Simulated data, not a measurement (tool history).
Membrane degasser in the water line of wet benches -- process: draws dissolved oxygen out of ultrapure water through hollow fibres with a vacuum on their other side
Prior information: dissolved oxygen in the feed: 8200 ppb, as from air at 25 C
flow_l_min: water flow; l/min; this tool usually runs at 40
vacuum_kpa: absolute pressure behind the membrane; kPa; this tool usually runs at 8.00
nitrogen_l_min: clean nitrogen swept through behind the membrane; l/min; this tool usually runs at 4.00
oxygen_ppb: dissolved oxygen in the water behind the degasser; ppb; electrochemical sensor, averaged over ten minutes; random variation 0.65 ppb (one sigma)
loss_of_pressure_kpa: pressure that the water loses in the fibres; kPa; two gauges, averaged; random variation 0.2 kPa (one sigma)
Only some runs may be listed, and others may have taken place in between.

run	hour	flow_l_min	vacuum_kpa	nitrogen_l_min	oxygen_ppb	loss_of_pressure_kpa
1	0.0	40	8.00	4.00	119.6	44.33
2	99.3	40	8.00	4.00	118.5	44.08
# hour 286.7: seals of the vacuum lines changed
3	313.4	40	8.00	7.43	69.0	44.08
4	508.5	40	8.00	7.43	68.0	44.31
5	648.2	40	8.00	7.43	68.1	44.28
6	822.0	48	8.00	6.95	94.1	52.93
7	975.3	27	8.00	11.73	28.1	29.89
8	1158.0	27	8.00	11.73	27.7	29.57
9	1270.0	31	7.23	11.73	27.3	34.11
10	1431.5	26	8.00	7.29	42.7	28.88

Each row is a separate what-if for the run after 10, all from the same tool condition, not one after another. Results?
A	1630.2	41	7.38	2.03	?	?
B	1630.2	52	5.19	8.58	?	?
C	1630.2	28	19.68	4.57	?	?
D	1630.2	38	8.00	7.29	?	?

run	oxygen_ppb	loss_of_pressure_kpa
A	188.6	45.13
B	52.1	57.22
C	239.1	30.70
D	65.0	41.79
With no hidden state in the tool, these same runs would have given:
run	oxygen_ppb	loss_of_pressure_kpa
A	188.5	45.12
B	52.0	57.20
C	239.0	30.69
D	65.0	41.78
